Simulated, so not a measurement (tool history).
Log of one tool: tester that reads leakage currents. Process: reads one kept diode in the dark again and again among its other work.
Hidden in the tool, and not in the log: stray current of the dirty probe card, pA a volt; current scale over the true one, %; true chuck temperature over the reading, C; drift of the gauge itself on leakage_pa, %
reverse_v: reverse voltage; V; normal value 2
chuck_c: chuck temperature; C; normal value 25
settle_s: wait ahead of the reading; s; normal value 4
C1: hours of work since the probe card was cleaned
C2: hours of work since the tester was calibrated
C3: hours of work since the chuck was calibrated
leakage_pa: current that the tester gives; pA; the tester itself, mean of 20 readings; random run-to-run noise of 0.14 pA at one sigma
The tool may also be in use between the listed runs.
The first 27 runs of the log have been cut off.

run 28 hour=2000 | reverse_v=16.57 chuck_c=36 settle_s=0.64 | C1=3428 C2=1892 C3=178 | leakage_pa=291.63
run 29 hour=2042.6 | reverse_v=16.57 chuck_c=36 settle_s=0.64 | C1=3446 C2=1911 C3=197 | leakage_pa=291.49
-- hour=2090 probe card cleaned and baked
run 30 hour=2109.4 | reverse_v=16.57 chuck_c=36 settle_s=0.64 | C1=8 C2=1939 C3=225 | leakage_pa=272.39
run 31 hour=2165.4 | reverse_v=3.48 chuck_c=24 settle_s=5.61 | C1=33 C2=1963 C3=249 | leakage_pa=51.93
run 32 hour=2207.9 | reverse_v=3.48 chuck_c=21 settle_s=1.37 | C1=52 C2=1982 C3=268 | leakage_pa=41.34
run 33 hour=2306.8 | reverse_v=3.48 chuck_c=21 settle_s=1.37 | C1=95 C2=2025 C3=311 | leakage_pa=41.26
run 34 hour=2400.3 | reverse_v=1.21 chuck_c=38 settle_s=3.8 | C1=136 C2=2066 C3=352 | leakage_pa=83.17
run 35 hour=2454.3 | reverse_v=1.21 chuck_c=38 settle_s=3.8 | C1=159 C2=2089 C3=375 | leakage_pa=83.41
run 36 hour=2550 | reverse_v=1.21 chuck_c=22 settle_s=0.45 | C1=201 C2=2131 C3=417 | leakage_pa=26.52
run 37 hour=2638.3 | reverse_v=1.73 chuck_c=50 settle_s=7.55 | C1=240 C2=2170 C3=456 | leakage_pa=219.08
run 38 hour=2725.3 | reverse_v=10.34 chuck_c=25 settle_s=2.83 | C1=278 C2=2208 C3=494 | leakage_pa=93.8
run 39 hour=2799.1 | reverse_v=10.34 chuck_c=58 settle_s=5.76 | C1=310 C2=2240 C3=526 | leakage_pa=861.86

Below are 3 alternative next runs, each starting from the tool's condition after run 39. Predict each:
run A hour=2849.3 | reverse_v=2.35 chuck_c=28 settle_s=1.46 | C1=332 C2=2262 C3=548 | leakage_pa=?
run B hour=2849.3 | reverse_v=4.29 chuck_c=33 settle_s=5.76 | C1=332 C2=2262 C3=548 | leakage_pa=?
run C hour=2849.3 | reverse_v=1.62 chuck_c=37 settle_s=6.26 | C1=332 C2=2262 C3=548 | leakage_pa=?

run=A leakage_pa=56.32
run=B leakage_pa=108.12
run=C leakage_pa=88.69
With the hidden condition removed and each run's random variation left untouched, the same runs would have given:
run=A leakage_pa=60.29
run=B leakage_pa=115.59
run=C leakage_pa=94.9

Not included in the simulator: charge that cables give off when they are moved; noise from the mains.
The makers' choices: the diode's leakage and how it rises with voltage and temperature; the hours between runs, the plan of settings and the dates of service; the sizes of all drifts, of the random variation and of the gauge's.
